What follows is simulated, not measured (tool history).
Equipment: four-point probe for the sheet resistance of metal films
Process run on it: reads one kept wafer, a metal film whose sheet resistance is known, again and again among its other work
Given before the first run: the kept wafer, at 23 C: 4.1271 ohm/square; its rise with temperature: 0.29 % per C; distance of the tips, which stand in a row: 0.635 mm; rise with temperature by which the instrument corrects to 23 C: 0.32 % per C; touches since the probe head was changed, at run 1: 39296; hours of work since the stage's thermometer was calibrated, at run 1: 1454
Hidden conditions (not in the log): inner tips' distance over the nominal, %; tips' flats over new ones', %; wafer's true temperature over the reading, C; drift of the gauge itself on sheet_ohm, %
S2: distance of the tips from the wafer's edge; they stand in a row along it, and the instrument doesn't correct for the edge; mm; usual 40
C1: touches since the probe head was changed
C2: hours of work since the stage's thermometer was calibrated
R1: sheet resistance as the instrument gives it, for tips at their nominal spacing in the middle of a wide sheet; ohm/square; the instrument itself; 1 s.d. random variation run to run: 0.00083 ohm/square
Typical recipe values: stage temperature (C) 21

{"run": 1, "hour": 0.0, "stage temperature (C)": 21, "S2": 40, "C1": 39296, "C2": 1454, "R1": 4.108546}
{"run": 2, "hour": 54.2, "stage temperature (C)": 21, "S2": 40, "C1": 39966, "C2": 1478, "R1": 4.108721}
{"run": 3, "hour": 114.9, "stage temperature (C)": 21, "S2": 40, "C1": 40717, "C2": 1506, "R1": 4.106983}
{"run": 4, "hour": 174.4, "stage temperature (C)": 21, "S2": 40, "C1": 41452, "C2": 1533, "R1": 4.108663}
{"run": 5, "hour": 264.2, "stage temperature (C)": 34, "S2": 40, "C1": 42562, "C2": 1575, "R1": 4.095158}
{"run": 6, "hour": 322.1, "stage temperature (C)": 21, "S2": 40, "C1": 43278, "C2": 1601, "R1": 4.108957}
{"run": 7, "hour": 413.3, "stage temperature (C)": 21, "S2": 40, "C1": 44405, "C2": 1643, "R1": 4.110641}
{"run": 8, "hour": 452.4, "stage temperature (C)": 21, "S2": 40, "C1": 44888, "C2": 1661, "R1": 4.109682}
{"run": 9, "hour": 505.4, "stage temperature (C)": 21, "S2": 40, "C1": 45544, "C2": 1685, "R1": 4.110377}
{"run": 10, "hour": 550.8, "stage temperature (C)": 21, "S2": 40, "C1": 46105, "C2": 1706, "R1": 4.110973}
{"run": 11, "hour": 625.5, "stage temperature (C)": 21, "S2": 28, "C1": 47028, "C2": 1740, "R1": 4.110866}
{"run": 12, "hour": 670.8, "stage temperature (C)": 21, "S2": 40, "C1": 47588, "C2": 1760, "R1": 4.110737}
{"run": 13, "hour": 730.8, "stage temperature (C)": 21, "S2": 40, "C1": 48330, "C2": 1788, "R1": 4.110181}
{"run": 14, "hour": 783.7, "stage temperature (C)": 21, "S2": 40, "C1": 48984, "C2": 1812, "R1": 4.111597}
{"run": 15, "hour": 855.5, "stage temperature (C)": 21, "S2": 13, "C1": 49872, "C2": 1845, "R1": 4.116392}
{"hour": 863.9, "done": "stage's thermometer calibrated"}
{"run": 16, "hour": 892.8, "stage temperature (C)": 21, "S2": 10, "C1": 50327, "C2": 13, "R1": 4.117548}
{"run": 17, "hour": 972.4, "stage temperature (C)": 21, "S2": 10, "C1": 51311, "C2": 50, "R1": 4.117176}
{"run": 18, "hour": 1032.1, "stage temperature (C)": 21, "S2": 10, "C1": 52049, "C2": 77, "R1": 4.118137}
{"run": 19, "hour": 1099.4, "stage temperature (C)": 21, "S2": 10, "C1": 52881, "C2": 108, "R1": 4.119497}
{"run": 20, "hour": 1159.7, "stage temperature (C)": 21, "S2": 40, "C1": 53626, "C2": 135, "R1": 4.111235}
{"run": 21, "hour": 1218.9, "stage temperature (C)": 21, "S2": 18, "C1": 54358, "C2": 162, "R1": 4.112369}
{"run": 22, "hour": 1262.6, "stage temperature (C)": 21, "S2": 18, "C1": 54898, "C2": 182, "R1": 4.11388}
{"hour": 1323.0, "done": "stage's thermometer calibrated, once more"}
{"run": 23, "hour": 1327.3, "stage temperature (C)": 18, "S2": 40, "C1": 55692, "C2": 2, "R1": 4.128062}
{"run": 24, "hour": 1366.4, "stage temperature (C)": 18, "S2": 11, "C1": 56175, "C2": 20, "R1": 4.135931}
{"run": 25, "hour": 1437.3, "stage temperature (C)": 29, "S2": 46, "C1": 57051, "C2": 52, "R1": 4.114411}
{"run": 26, "hour": 1512.6, "stage temperature (C)": 29, "S2": 31, "C1": 57983, "C2": 87, "R1": 4.115801}
{"run": 27, "hour": 1573.1, "stage temperature (C)": 28, "S2": 4, "C1": 58731, "C2": 114, "R1": 4.170144}
{"run": 28, "hour": 1643.5, "stage temperature (C)": 28, "S2": 4, "C1": 59600, "C2": 147, "R1": 4.172649}
{"run": 29, "hour": 1705.1, "stage temperature (C)": 29, "S2": 4, "C1": 60363, "C2": 175, "R1": 4.170575}
{"run": 30, "hour": 1753.6, "stage temperature (C)": 28, "S2": 5, "C1": 60962, "C2": 197, "R1": 4.153282}
{"run": 31, "hour": 1792.5, "stage temperature (C)": 28, "S2": 5, "C1": 61443, "C2": 215, "R1": 4.152479}
{"run": 32, "hour": 1875.3, "stage temperature (C)": 28, "S2": 5, "C1": 62467, "C2": 253, "R1": 4.153273}
{"run": 33, "hour": 1938.4, "stage temperature (C)": 28, "S2": 5, "C1": 63247, "C2": 281, "R1": 4.153718}
{"run": 34, "hour": 2017.6, "stage temperature (C)": 24, "S2": 46, "C1": 64226, "C2": 318, "R1": 4.121691}
{"hour": 2093.0, "done": "new probe head fitted"}
{"run": 35, "hour": 2100.7, "stage temperature (C)": 32, "S2": 47, "C1": 95, "C2": 355, "R1": 4.109152}
{"run": 36, "hour": 2153.0, "stage temperature (C)": 23, "S2": 49, "C1": 741, "C2": 379, "R1": 4.119985}
{"run": 37, "hour": 2195.5, "stage temperature (C)": 23, "S2": 49, "C1": 1267, "C2": 399, "R1": 4.118823}
{"run": 38, "hour": 2237.9, "stage temperature (C)": 28, "S2": 49, "C1": 1791, "C2": 418, "R1": 4.112912}
{"run": 39, "hour": 2298.9, "stage temperature (C)": 19, "S2": 5, "C1": 2545, "C2": 446, "R1": 4.158932}
{"run": 40, "hour": 2372.8, "stage temperature (C)": 21, "S2": 55, "C1": 3458, "C2": 480, "R1": 4.122247}
{"run": 41, "hour": 2455.1, "stage temperature (C)": 35, "S2": 6, "C1": 4476, "C2": 517, "R1": 4.13152}
{"run": 42, "hour": 2524.6, "stage temperature (C)": 33, "S2": 50, "C1": 5336, "C2": 549, "R1": 4.10972}
{"run": 43, "hour": 2604.6, "stage temperature (C)": 24, "S2": 12, "C1": 6324, "C2": 586, "R1": 4.125788}
{"run": 44, "hour": 2694.9, "stage temperature (C)": 33, "S2": 63, "C1": 7440, "C2": 627, "R1": 4.10984}
{"run": 45, "hour": 2746.7, "stage temperature (C)": 18, "S2": 29, "C1": 8081, "C2": 651, "R1": 4.128612}

Branching from run 45: 4 alternative next runs. What would each branch give?
{"run": "A", "hour": 2821.7, "stage temperature (C)": 21, "S2": 3, "C1": 9008, "C2": 685, "R1": "?"}
{"run": "B", "hour": 2821.7, "stage temperature (C)": 33, "S2": 29, "C1": 9008, "C2": 685, "R1": "?"}
{"run": "C", "hour": 2821.7, "stage temperature (C)": 18, "S2": 21, "C1": 9008, "C2": 685, "R1": "?"}
{"run": "D", "hour": 2821.7, "stage temperature (C)": 32, "S2": 59, "C1": 9008, "C2": 685, "R1": "?"}

run=A R1=4.21995
run=B R1=4.111023
run=C R1=4.128694
run=D R1=4.110921
Without the tool's unlogged condition, the same runs would have read:
run=A R1=4.225697
run=B R1=4.11653
run=C R1=4.134347
run=D R1=4.116436
